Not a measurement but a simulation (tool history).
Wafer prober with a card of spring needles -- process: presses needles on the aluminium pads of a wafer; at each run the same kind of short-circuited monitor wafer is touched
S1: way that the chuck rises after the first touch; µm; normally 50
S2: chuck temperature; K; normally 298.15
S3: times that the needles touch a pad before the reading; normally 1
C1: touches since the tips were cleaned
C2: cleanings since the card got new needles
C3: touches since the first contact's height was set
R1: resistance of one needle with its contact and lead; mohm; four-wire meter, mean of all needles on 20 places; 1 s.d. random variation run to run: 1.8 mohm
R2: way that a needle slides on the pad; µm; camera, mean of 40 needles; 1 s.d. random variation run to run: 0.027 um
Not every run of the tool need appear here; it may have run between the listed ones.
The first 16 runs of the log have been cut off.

At hour 475.6: tips cleaned on abrasive film.
At hour 488.3: tips cleaned on abrasive film.
At hour 499.5: tips cleaned on abrasive film.
Run 17, hour 499.5: usual settings but S1 40 µm, S2 330.15 K, S3 3; C1 0; C2 45; C3 125995. Result: R1 189 mohm, R2 8.13 µm.
At hour 512: tips cleaned on abrasive film.
At hour 524.4: tips cleaned on abrasive film.
At hour 536.5: tips cleaned on abrasive film.
Run 18, hour 540.2: usual settings but S1 41 µm; C1 2085; C2 48; C3 148385. Result: R1 181 mohm, R2 8.32 µm.
At hour 547.9: tips cleaned on abrasive film.
At hour 558.6: tips cleaned on abrasive film.
At hour 571.3: tips cleaned on abrasive film.
Run 19, hour 576: usual settings but S1 31 µm, S2 304.15 K, S3 2; C1 2627; C2 51; C3 168031. Result: R1 188 mohm, R2 6.3 µm.
At hour 583.8: tips cleaned on abrasive film.
At hour 596.3: tips cleaned on abrasive film.
At hour 598.8: height of the first contact set anew.
At hour 608.8: tips cleaned on abrasive film.
Run 20, hour 610.5: usual settings but S1 31 µm, S2 304.15 K, S3 2; C1 910; C2 54; C3 6410. Result: R1 191 mohm, R2 6.33 µm.
At hour 620.6: tips cleaned on abrasive film.
At hour 632: tips cleaned on abrasive film.
At hour 642.8: tips cleaned on abrasive film.
Run 21, hour 653.4: usual settings but S1 52 µm, S2 335.15 K, S3 2; C1 5881; C2 57; C3 30008. Result: R1 187 mohm, R2 10.62 µm.
At hour 655.6: tips cleaned on abrasive film.
At hour 668.6: tips cleaned on abrasive film.
At hour 681.2: tips cleaned on abrasive film.
Run 22, hour 686: usual settings but S1 62 µm; C1 2668; C2 60; C3 47925. Result: R1 181 mohm, R2 12.63 µm.
At hour 693.7: tips cleaned on abrasive film.
At hour 705.1: tips cleaned on abrasive film.
Run 23, hour 706.3: usual settings but S1 38 µm, S2 362.15 K, S3 2; C1 673; C2 62; C3 59057. Result: R1 198 mohm, R2 7.76 µm.
At hour 718.4: tips cleaned on abrasive film.
At hour 731: tips cleaned on abrasive film.
At hour 742.4: tips cleaned on abrasive film.
Run 24, hour 742.4: usual settings but S1 38 µm, S2 316.15 K, S3 3; C1 0; C2 65; C3 78866. Result: R1 191 mohm, R2 7.73 µm.
At hour 755.4: tips cleaned on abrasive film.
At hour 768.7: tips cleaned on abrasive film.
Run 25, hour 769.3: usual settings but S2 315.15 K; C1 370; C2 67; C3 93671. Result: R1 183 mohm, R2 10.19 µm.
At hour 780.1: tips cleaned on abrasive film.
At hour 790.9: tips cleaned on abrasive film.
Run 26, hour 794.4: usual settings but S2 373.15 K; C1 1978; C2 69; C3 107480. Result: R1 198 mohm, R2 10.19 µm.
At hour 802.3: tips cleaned on abrasive film.
At hour 815: tips cleaned on abrasive film.
At hour 827.3: tips cleaned on abrasive film.
Run 27, hour 827.3: usual settings but S1 55 µm, S2 373.15 K, S3 2; C1 0; C2 72; C3 125524. Result: R1 194 mohm, R2 11.22 µm.
At hour 840: tips cleaned on abrasive film.
At hour 853.4: tips cleaned on abrasive film.
Run 28, hour 857.5: usual settings but S1 65 µm, S3 2; C1 2231; C2 74; C3 142102. Result: R1 182 mohm, R2 13.35 µm.
At hour 864.9: tips cleaned on abrasive film.
Run 29, hour 874.9: usual settings but S1 63 µm, S2 379.15 K, S3 2; C1 5518; C2 75; C3 151696. Result: R1 197 mohm, R2 12.87 µm.
At hour 877.2: tips cleaned on abrasive film.
At hour 890.1: tips cleaned on abrasive film.
Run 30, hour 893: usual settings but S1 68 µm, S2 326.15 K, S3 3; C1 1567; C2 77; C3 161598. Result: R1 182 mohm, R2 13.89 µm.

Alternative continuations, all from the tool just after run 30; predict every row:
At hour 901.6: tips cleaned on abrasive film.
At hour 914.5: tips cleaned on abrasive film.
Run A, hour 921: usual settings but S1 65 µm; C1 3553; C2 79; C3 176997. Result: R1 ?, R2 ?.
At hour 901.6: tips cleaned on abrasive film.
At hour 914.5: tips cleaned on abrasive film.
Run B, hour 921: usual settings but S1 68 µm, S2 326.15 K; C1 3553; C2 79; C3 176997. Result: R1 ?, R2 ?.
At hour 901.6: tips cleaned on abrasive film.
At hour 914.5: tips cleaned on abrasive film.
Run C, hour 921: usual settings but S1 38 µm, S2 326.15 K, S3 3; C1 3553; C2 79; C3 176997. Result: R1 ?, R2 ?.

run   R1     R2
  A  173  13.29
  B  183  13.88
  C  189   7.76
What these runs would have given with no unlogged condition in the tool:
run   R1     R2
  A  173  13.08
  B  183  13.66
  C  189   7.64
